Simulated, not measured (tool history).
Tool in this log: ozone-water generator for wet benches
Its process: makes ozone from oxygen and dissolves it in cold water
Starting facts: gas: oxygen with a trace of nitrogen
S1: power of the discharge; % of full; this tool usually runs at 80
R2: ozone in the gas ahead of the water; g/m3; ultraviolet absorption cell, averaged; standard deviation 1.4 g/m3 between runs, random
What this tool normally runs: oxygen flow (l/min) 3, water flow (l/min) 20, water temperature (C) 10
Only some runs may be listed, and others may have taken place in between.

run 1 day=0 | S1=80 oxygen_flow_(l/min)=3 water_flow_(l/min)=20 water_temperature_(C)=10 | dissolved_ozone_(ppm)=21.3 R2=265.7
run 2 day=6.129 | S1=80 oxygen_flow_(l/min)=3 water_flow_(l/min)=20 water_temperature_(C)=10 | dissolved_ozone_(ppm)=21.6 R2=268.5
run 3 day=10.154 | S1=80 oxygen_flow_(l/min)=3 water_flow_(l/min)=20 water_temperature_(C)=10 | dissolved_ozone_(ppm)=21 R2=267.2
run 4 day=13.054 | S1=80 oxygen_flow_(l/min)=3 water_flow_(l/min)=20 water_temperature_(C)=10 | dissolved_ozone_(ppm)=21.2 R2=267.6
run 5 day=18.742 | S1=80 oxygen_flow_(l/min)=3 water_flow_(l/min)=20 water_temperature_(C)=10 | dissolved_ozone_(ppm)=21 R2=269.7
run 6 day=21.925 | S1=80 oxygen_flow_(l/min)=5.39 water_flow_(l/min)=20 water_temperature_(C)=10 | dissolved_ozone_(ppm)=22.6 R2=192
run 7 day=27.817 | S1=80 oxygen_flow_(l/min)=5.39 water_flow_(l/min)=20 water_temperature_(C)=10 | dissolved_ozone_(ppm)=22.6 R2=193.2
-- day=31.375 water thermometer calibrated
run 8 day=31.817 | S1=80 oxygen_flow_(l/min)=3 water_flow_(l/min)=20 water_temperature_(C)=10 | dissolved_ozone_(ppm)=21.2 R2=266.3
run 9 day=35.267 | S1=80 oxygen_flow_(l/min)=3 water_flow_(l/min)=20 water_temperature_(C)=10 | dissolved_ozone_(ppm)=21.2 R2=266.6
run 10 day=41.671 | S1=80 oxygen_flow_(l/min)=3 water_flow_(l/min)=17 water_temperature_(C)=10 | dissolved_ozone_(ppm)=24.8 R2=268.4
run 11 day=44.896 | S1=80 oxygen_flow_(l/min)=3 water_flow_(l/min)=17 water_temperature_(C)=10 | dissolved_ozone_(ppm)=25 R2=269.1
run 12 day=47.729 | S1=80 oxygen_flow_(l/min)=5.12 water_flow_(l/min)=20 water_temperature_(C)=10 | dissolved_ozone_(ppm)=22.7 R2=199.8
run 13 day=54.1 | S1=80 oxygen_flow_(l/min)=5.12 water_flow_(l/min)=23 water_temperature_(C)=10 | dissolved_ozone_(ppm)=19.8 R2=198
run 14 day=60.433 | S1=60 oxygen_flow_(l/min)=3 water_flow_(l/min)=20 water_temperature_(C)=13 | dissolved_ozone_(ppm)=17.9 R2=227
run 15 day=66.204 | S1=48 oxygen_flow_(l/min)=1.85 water_flow_(l/min)=30 water_temperature_(C)=9 | dissolved_ozone_(ppm)=9.1 R2=264.4
run 16 day=69.446 | S1=90 oxygen_flow_(l/min)=5.08 water_flow_(l/min)=12 water_temperature_(C)=9 | dissolved_ozone_(ppm)=36.7 R2=214.5
-- day=72.696 contactor cleaned
run 17 day=74.258 | S1=80 oxygen_flow_(l/min)=1.84 water_flow_(l/min)=20 water_temperature_(C)=6 | dissolved_ozone_(ppm)=19.6 R2=355.3
run 18 day=79.683 | S1=80 oxygen_flow_(l/min)=3.79 water_flow_(l/min)=20 water_temperature_(C)=15 | dissolved_ozone_(ppm)=20.6 R2=238.5
run 19 day=84.054 | S1=80 oxygen_flow_(l/min)=3.79 water_flow_(l/min)=20 water_temperature_(C)=15 | dissolved_ozone_(ppm)=21 R2=236.9
run 20 day=88.358 | S1=80 oxygen_flow_(l/min)=1.76 water_flow_(l/min)=20 water_temperature_(C)=15 | dissolved_ozone_(ppm)=18.7 R2=366.6
run 21 day=91.15 | S1=67 oxygen_flow_(l/min)=1.76 water_flow_(l/min)=13 water_temperature_(C)=8 | dissolved_ozone_(ppm)=26.9 R2=329.3
run 22 day=97.667 | S1=67 oxygen_flow_(l/min)=1.76 water_flow_(l/min)=13 water_temperature_(C)=8 | dissolved_ozone_(ppm)=27 R2=331.3
run 23 day=101.992 | S1=83 oxygen_flow_(l/min)=1.53 water_flow_(l/min)=13 water_temperature_(C)=6 | dissolved_ozone_(ppm)=29.9 R2=408.3

Each row is a separate what-if for the run after 23, all from the same tool condition, not one after another. Results?
run A day=107.233 | S1=86 oxygen_flow_(l/min)=3 water_flow_(l/min)=13 water_temperature_(C)=10 | dissolved_ozone_(ppm)=? R2=?
run B day=107.233 | S1=83 oxygen_flow_(l/min)=3.43 water_flow_(l/min)=24 water_temperature_(C)=6 | dissolved_ozone_(ppm)=? R2=?
run C day=107.233 | S1=76 oxygen_flow_(l/min)=1.53 water_flow_(l/min)=13 water_temperature_(C)=6 | dissolved_ozone_(ppm)=? R2=?

run=A dissolved_ozone_(ppm)=33.1 R2=284.9
run=B dissolved_ozone_(ppm)=19.3 R2=256.3
run=C dissolved_ozone_(ppm)=28.7 R2=386.1
The same runs, with their run-to-run variation unchanged, on a tool lacking any hidden condition would have given:
run=A dissolved_ozone_(ppm)=33.1 R2=279.4
run=B dissolved_ozone_(ppm)=19.3 R2=251.4
run=C dissolved_ozone_(ppm)=28.7 R2=378.7
